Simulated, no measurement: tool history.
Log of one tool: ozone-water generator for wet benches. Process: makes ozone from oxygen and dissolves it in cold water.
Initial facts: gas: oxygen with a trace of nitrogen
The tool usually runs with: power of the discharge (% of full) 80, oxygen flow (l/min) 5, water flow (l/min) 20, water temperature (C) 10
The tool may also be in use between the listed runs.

run,hour,power of the discharge (% of full),oxygen flow (l/min),water flow (l/min),water temperature (C),dissolved ozone (ppm),ozone in the gas ahead of the water (g/m3)
1,0,80,5,20,10,17.5,185.4
2,39.9,80,5,20,8,18.1,183.7
3,103,80,5,20,8,18.4,182.2
4,143.2,80,5,20,8,18,183.9
5,194.6,80,5,20,8,18.4,183.3
6,236.7,80,5,13,8,26,181.5
7,278.9,80,5,13,8,26.1,183.6
8,311.2,80,5,20,10,18,182.7
9,363.9,80,5,20,10,17.8,180.5
10,430.8,80,5,25,10,14.6,181.8
11,480.6,80,5,25,10,14.5,183.2
12,528.6,80,5,25,10,14.4,180.6
13,592,80,5,18,10,19.8,180.8
14,641.1,80,5,20,10,17.6,181.8
15,698.6,80,5,20,10,17.7,179.8
16,744.1,80,5,20,10,17.9,180.4
17,771.5,80,5,20,10,17.7,180.6
18,820.7,69,3.01,15,10,17.7,192.4
19,869.5,80,5,12,10,26.8,180.4
20,909.8,44,5,17,10,12.9,112.6
21,953,59,2.82,14,6,17.2,172.7
# hour 988.5: gauge calibrated
22,1015.1,52,3.55,18,12,12.5,148.2
23,1068.4,52,3.55,18,12,12.2,145.8
24,1095.6,52,3.55,18,12,12.3,148
25,1162.4,52,3.55,18,12,12.4,148.4
26,1209.1,52,3.55,18,12,12.3,148.5
27,1263,52,5.91,18,9,14.3,122.8
28,1311.6,80,3.59,20,7,16.5,205.9
29,1347.9,80,3.75,20,16,15.2,201.3
30,1397.3,50,2.95,20,11,10.1,150.8
31,1450,50,2.95,20,11,10.2,152
32,1512,80,5,15,9,23.1,180.5
33,1555.5,53,5,17,15,13.8,130.7
34,1616,53,5,17,15,13.7,131.2

Measured less the same run without the tool's hidden state. The same run-to-run variation is in both; the gauge's scatter may not be:
Hidden state present: yield of the discharge, % of new electrodes'; contactor's efficiency, % of a clean one's; true water temperature over the reading, C; drift of the gauge itself on ozone_ppm, %; drift of the gauge itself on gas_g_m3, %.
run,ozone in the gas ahead of the water (g/m3)
1,+0
2,-0.3
3,-0.6
4,-0.9
5,-1.2
6,-1.4
7,-1.6
8,-1.8
9,-2.1
10,-2.5
11,-2.7
12,-3
13,-3.3
14,-3.6
15,-3.9
16,-4.2
17,-4.3
18,-4.9
19,-4.9
20,-3.2
21,-5.1
22,-0.2
23,-0.4
24,-0.5
25,-0.8
26,-1
27,-1.1
28,-2.1
29,-2.3
30,-2
31,-2.1
32,-3
33,-2.3
34,-2.5
dissolved ozone (ppm): differs from the measured result by no more than 0.1 in any run.
